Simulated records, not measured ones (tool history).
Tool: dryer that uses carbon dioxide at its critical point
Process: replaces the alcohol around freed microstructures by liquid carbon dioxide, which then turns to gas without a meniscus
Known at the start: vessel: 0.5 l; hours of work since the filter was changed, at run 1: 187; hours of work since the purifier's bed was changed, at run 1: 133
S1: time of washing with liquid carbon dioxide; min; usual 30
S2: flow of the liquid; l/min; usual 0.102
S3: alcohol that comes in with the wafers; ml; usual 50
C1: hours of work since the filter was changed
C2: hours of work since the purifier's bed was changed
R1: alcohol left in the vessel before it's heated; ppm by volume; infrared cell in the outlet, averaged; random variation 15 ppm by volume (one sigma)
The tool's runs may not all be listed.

Run 1, day 0.000: usual settings; C1 187; C2 133. Result: R1 1316 ppm by volume.
Run 2, day 0.279: usual settings; C1 189; C2 135. Result: R1 1308 ppm by volume.
Run 3, day 0.583: usual settings; C1 192; C2 138. Result: R1 1302 ppm by volume.
Run 4, day 0.971: usual settings; C1 196; C2 142. Result: R1 1309 ppm by volume.
Run 5, day 1.325: usual settings; C1 199; C2 145. Result: R1 1311 ppm by volume.
Run 6, day 1.767: usual settings; C1 204; C2 150. Result: R1 1375 ppm by volume.
Run 7, day 2.108: usual settings but S2 0.070 l/min; C1 207; C2 153. Result: R1 5052 ppm by volume.
Run 8, day 2.542: usual settings but S2 0.070 l/min; C1 211; C2 157. Result: R1 5167 ppm by volume.
Run 9, day 2.921: usual settings but S3 42 ml; C1 215; C2 161. Result: R1 1182 ppm by volume.
Run 10, day 3.242: usual settings but S2 0.128 l/min; C1 218; C2 164. Result: R1 506 ppm by volume.
Run 11, day 3.700: usual settings; C1 222; C2 168. Result: R1 1388 ppm by volume.
Run 12, day 3.950: usual settings but S2 0.064 l/min; C1 225; C2 170. Result: R1 6544 ppm by volume.
Run 13, day 4.354: usual settings but S1 24 min, S2 0.064 l/min, S3 82 ml; C1 228; C2 174. Result: R1 18661 ppm by volume.

The next listed run, before its measurement:
Run 14, day 4.642: usual settings but S1 31 min, S2 0.088 l/min, S3 33 ml; C1 231; C2 177. Result: R1 ?.

{"run 14": {"R1": 1484}}
Without the tool's hidden state the same run would have given R1 1046 ppm by volume.

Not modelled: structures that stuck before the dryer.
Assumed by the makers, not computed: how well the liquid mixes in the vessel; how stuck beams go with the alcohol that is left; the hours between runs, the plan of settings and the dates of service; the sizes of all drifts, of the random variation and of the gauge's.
